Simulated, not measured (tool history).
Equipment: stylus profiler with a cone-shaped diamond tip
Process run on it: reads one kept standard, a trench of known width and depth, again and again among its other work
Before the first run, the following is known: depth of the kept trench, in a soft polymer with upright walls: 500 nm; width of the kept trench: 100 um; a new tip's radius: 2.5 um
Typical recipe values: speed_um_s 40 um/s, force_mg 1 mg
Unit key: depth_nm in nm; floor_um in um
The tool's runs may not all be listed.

run	hour	speed_um_s	force_mg	depth_nm	floor_um
1	0	40	1	503.38	96.63
2	15	40	2.55	506.16	96.72
3	33.3	40	1	503.39	96.57
4	43.9	40	1	503.29	96.55
5	61.9	40	1	503.48	96.52
6	74.9	40	0.39	501.74	96.33
7	95.1	32	1	503.4	96.63
8	118.1	32	1	503.45	96.56
9	139.7	32	1	503.5	96.57
10	150.5	32	1	503.59	96.56
11	175.3	23	1	503.49	96.62
12	192.3	40	2.5	506.24	96.58
13	212.8	82	1	503.53	96.01
14	232.2	40	1	503.43	96.49
15	256.1	138	1	503.49	95.54
16	280.1	40	1	503.52	96.43
17	298.6	12	1.8	505.06	96.65
18	309.5	142	1.8	505.18	95.82
19	320.7	11	0.84	503.22	96.6
# hour 323.3: height scale calibrated on a step standard
20	343.9	40	1.52	504.67	96.41
21	366	29	1	503.72	96.47
22	389.5	40	0.54	502.62	96.18
# hour 400.3: height scale calibrated on a step standard, once more
23	412.7	19	1	503.21	96.48
24	431.4	19	1	503.11	96.48
25	443.7	25	0.48	501.76	96.32
26	466.7	40	0.54	502.04	96.16
27	480.5	30	1	503.16	96.4
28	496.9	41	0.68	502.57	96.24
29	518.8	41	0.68	502.52	96.15
30	543.1	15	2.98	506.72	96.49
31	554.3	15	2.98	506.64	96.49
32	566.9	15	2.98	506.54	96.48

For some of the steps in depth_nm from one run to the next: how much would appear even if the tool had no hidden state, given the settings, what came in and random variation, and how much remains for the hidden state plus any gauge scatter that the measured result and the result without hidden state don't share?
The tool's hidden condition here consists of: radius of the tip, um; height scale over the true one, %; drift of the gauge itself on depth_nm, %; drift of the gauge itself on floor_um, %.
Run 1 -> 2: force_mg 1 -> 2.55. depth_nm +2.78 nm: hidden state +0.01, all else +2.77.
Run 2 -> 3: force_mg 2.55 -> 1. depth_nm -2.77 nm: hidden state +0.02, all else -2.79.
Run 7 -> 8: nothing adjusted, nothing logged. depth_nm +0.05 nm: hidden state +0.03, all else +0.02.
Run 19 -> 20: speed_um_s 11 -> 40, force_mg 0.84 -> 1.52, height scale calibrated on a step standard. depth_nm +1.45 nm: hidden state +0.14, all else +1.31.
Run 22 -> 23: speed_um_s 40 -> 19, force_mg 0.54 -> 1, height scale calibrated on a step standard, once more. depth_nm +0.59 nm: hidden state -0.65, all else +1.24.
Run 29 -> 30: speed_um_s 41 -> 15, force_mg 0.68 -> 2.98. depth_nm +4.2 nm: hidden state +0.01, all else +4.19.
